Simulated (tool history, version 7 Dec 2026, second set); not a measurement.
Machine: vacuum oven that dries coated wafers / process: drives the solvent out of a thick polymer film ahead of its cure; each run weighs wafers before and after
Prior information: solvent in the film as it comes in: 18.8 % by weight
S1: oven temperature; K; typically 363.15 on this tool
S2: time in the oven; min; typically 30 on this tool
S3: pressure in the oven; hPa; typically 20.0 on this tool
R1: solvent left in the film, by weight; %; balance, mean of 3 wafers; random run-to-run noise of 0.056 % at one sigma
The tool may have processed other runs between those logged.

{"run": 1, "hour": 0.0, "S1": 363.15, "S2": 30, "S3": 20.0, "R1": 2.5}
{"run": 2, "hour": 30.7, "S1": 378.15, "S2": 30, "S3": 20.0, "R1": 1.15}
{"run": 3, "hour": 47.4, "S1": 378.15, "S2": 30, "S3": 20.0, "R1": 1.21}
{"run": 4, "hour": 62.5, "S1": 378.15, "S2": 30, "S3": 20.0, "R1": 1.14}
{"run": 5, "hour": 94.8, "S1": 356.15, "S2": 30, "S3": 20.0, "R1": 4.18}
{"run": 6, "hour": 112.4, "S1": 356.15, "S2": 30, "S3": 20.0, "R1": 4.31}
{"run": 7, "hour": 129.7, "S1": 356.15, "S2": 30, "S3": 46.6, "R1": 7.29}
{"run": 8, "hour": 152.2, "S1": 363.15, "S2": 30, "S3": 20.0, "R1": 2.39}
{"run": 9, "hour": 179.0, "S1": 363.15, "S2": 25, "S3": 20.0, "R1": 2.9}
{"run": 10, "hour": 194.7, "S1": 363.15, "S2": 25, "S3": 20.0, "R1": 2.81}
{"run": 11, "hour": 228.9, "S1": 363.15, "S2": 25, "S3": 20.0, "R1": 2.8}
{"run": 12, "hour": 262.6, "S1": 363.15, "S2": 25, "S3": 20.0, "R1": 2.87}
{"run": 13, "hour": 290.7, "S1": 363.15, "S2": 25, "S3": 28.6, "R1": 3.73}
{"run": 14, "hour": 314.9, "S1": 363.15, "S2": 25, "S3": 28.6, "R1": 3.69}
{"run": 15, "hour": 337.0, "S1": 363.15, "S2": 30, "S3": 20.0, "R1": 2.5}
{"run": 16, "hour": 351.4, "S1": 363.15, "S2": 30, "S3": 20.0, "R1": 2.51}
{"run": 17, "hour": 384.1, "S1": 363.15, "S2": 30, "S3": 10.7, "R1": 1.67}
{"run": 18, "hour": 403.6, "S1": 363.15, "S2": 18, "S3": 20.0, "R1": 3.84}
{"run": 19, "hour": 435.8, "S1": 359.15, "S2": 30, "S3": 20.0, "R1": 3.34}
{"run": 20, "hour": 454.4, "S1": 359.15, "S2": 30, "S3": 20.0, "R1": 3.39}
{"run": 21, "hour": 479.8, "S1": 359.15, "S2": 30, "S3": 20.0, "R1": 3.5}
{"run": 22, "hour": 511.4, "S1": 359.15, "S2": 30, "S3": 20.0, "R1": 3.46}
{"run": 23, "hour": 539.8, "S1": 363.15, "S2": 30, "S3": 53.4, "R1": 5.53}
{"run": 24, "hour": 561.1, "S1": 363.15, "S2": 36, "S3": 11.2, "R1": 1.43}
{"run": 25, "hour": 579.8, "S1": 368.15, "S2": 28, "S3": 35.2, "R1": 3.15}
{"run": 26, "hour": 600.2, "S1": 368.15, "S2": 28, "S3": 35.2, "R1": 2.98}
{"run": 27, "hour": 622.4, "S1": 369.15, "S2": 53, "S3": 76.2, "R1": 5.99}
{"run": 28, "hour": 639.1, "S1": 373.15, "S2": 43, "S3": 76.2, "R1": 5.15}
{"run": 29, "hour": 664.5, "S1": 376.15, "S2": 17, "S3": 76.2, "R1": 4.72}
{"run": 30, "hour": 692.4, "S1": 363.15, "S2": 31, "S3": 22.7, "R1": 2.64}
{"run": 31, "hour": 706.9, "S1": 363.15, "S2": 31, "S3": 22.7, "R1": 2.67}
{"run": 32, "hour": 726.6, "S1": 372.15, "S2": 30, "S3": 39.3, "R1": 2.76}
{"run": 33, "hour": 758.8, "S1": 351.15, "S2": 42, "S3": 12.7, "R1": 3.84}
{"run": 34, "hour": 789.3, "S1": 378.15, "S2": 26, "S3": 71.8, "R1": 4.09}
{"run": 35, "hour": 823.0, "S1": 374.15, "S2": 49, "S3": 43.5, "R1": 2.8}
{"run": 36, "hour": 839.3, "S1": 371.15, "S2": 20, "S3": 43.5, "R1": 3.52}
{"run": 37, "hour": 864.5, "S1": 358.15, "S2": 26, "S3": 23.7, "R1": 4.42}
{"run": 38, "hour": 895.4, "S1": 366.15, "S2": 44, "S3": 36.6, "R1": 3.19}
{"run": 39, "hour": 917.2, "S1": 359.15, "S2": 37, "S3": 36.6, "R1": 4.78}
{"run": 40, "hour": 951.6, "S1": 360.15, "S2": 23, "S3": 24.2, "R1": 4.39}
{"run": 41, "hour": 974.0, "S1": 358.15, "S2": 30, "S3": 78.1, "R1": 10.12}
{"run": 42, "hour": 1001.0, "S1": 363.15, "S2": 26, "S3": 53.0, "R1": 5.89}
{"run": 43, "hour": 1017.8, "S1": 375.15, "S2": 42, "S3": 65.6, "R1": 3.98}
{"run": 44, "hour": 1045.0, "S1": 374.15, "S2": 40, "S3": 20.0, "R1": 1.29}
{"run": 45, "hour": 1077.3, "S1": 374.15, "S2": 25, "S3": 20.0, "R1": 1.39}
{"run": 46, "hour": 1112.0, "S1": 362.15, "S2": 30, "S3": 51.6, "R1": 5.77}

Not shown: 2 entries that the log had between the listed runs. Between which runs, and how does the tool's hidden state differ before and after?
From run 5 to run 6: oven's thermocouples calibrated (hour 111.3)
  true wafer temperature over the reading, C: 0.02 -> 0
From run 38 to run 39: oven's thermocouples calibrated (hour 904.4)
  true wafer temperature over the reading, C: 0.03 -> 0

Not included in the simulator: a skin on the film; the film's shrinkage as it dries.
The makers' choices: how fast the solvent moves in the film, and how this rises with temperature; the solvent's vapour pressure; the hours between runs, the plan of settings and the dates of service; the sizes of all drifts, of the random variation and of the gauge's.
